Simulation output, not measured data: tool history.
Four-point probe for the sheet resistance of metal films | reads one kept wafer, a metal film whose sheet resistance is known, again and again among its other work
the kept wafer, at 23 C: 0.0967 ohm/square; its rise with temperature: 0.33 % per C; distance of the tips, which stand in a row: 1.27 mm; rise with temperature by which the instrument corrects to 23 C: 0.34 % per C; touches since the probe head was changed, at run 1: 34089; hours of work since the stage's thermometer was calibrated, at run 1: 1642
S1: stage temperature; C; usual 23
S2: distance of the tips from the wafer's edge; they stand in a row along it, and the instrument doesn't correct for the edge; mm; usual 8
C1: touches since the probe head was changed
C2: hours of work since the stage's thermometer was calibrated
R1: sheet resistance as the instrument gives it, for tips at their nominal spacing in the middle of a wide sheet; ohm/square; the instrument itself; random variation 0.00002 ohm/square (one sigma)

run	hour	S1	S2	C1	C2	R1
1	0	23	8	34089	1642	0.097594
2	20.4	23	8	35103	1658	0.097617
3	32.4	23	8	35695	1667	0.09762
4	45	23	32	36320	1677	0.096382
5	59.6	23	8	37045	1689	0.097584
6	77.6	23	46	37939	1703	0.096313
7	89.4	23	46	38523	1712	0.096326
8	107.5	23	46	39420	1727	0.096321
9	128	23	46	40435	1743	0.096334
10	146.7	23	46	41365	1758	0.096288
11	168.6	23	10	42452	1775	0.097106
12	179.2	27	10	42978	1783	0.097047
13	196.6	27	10	43838	1797	0.097043
14	213.1	27	10	44657	1810	0.097044
15	223.7	27	10	45183	1818	0.097039
16	245.5	27	10	46264	1836	0.097022
17	259.5	27	10	46960	1847	0.097015
18	280.8	27	10	48017	1863	0.097024
19	296.7	28	14	48805	1876	0.096582
20	313.6	27	8	49641	1889	0.097461
21	325.9	27	8	50255	1899	0.09745
22	350.2	23	29	51458	1918	0.09625
23	360.3	30	7	51960	1926	0.097793
24	371.6	31	8	52522	1935	0.097375
25	385.7	30	3	53218	1946	0.10454
26	405.9	21	7	54221	1962	0.097892
27	420.2	21	7	54929	1974	0.097863
28	442.9	32	3	56059	1992	0.104451
29	465.2	32	3	57163	2009	0.104445
30	481.8	27	11	57986	2022	0.096809
31	500	21	41	58887	2037	0.096205
32	512.5	21	41	59509	2047	0.096191
33	532.6	29	4	60503	2062	0.101012
34	543.8	31	8	61063	2071	0.09733
35	564.5	31	8	62087	2088	0.097338
36	578.7	28	5	62790	2099	0.099292

Forecast each of these 3 alternatives for the next run:
A	590.4	22	17	63370	2108	?
B	590.4	23	47	63370	2108	?
C	590.4	23	6	63370	2108	?

run	R1
A	0.0964
B	0.096155
C	0.098381
Without the tool's hidden state the same runs would have given:
run	R1
A	0.096991
B	0.096744
C	0.098983
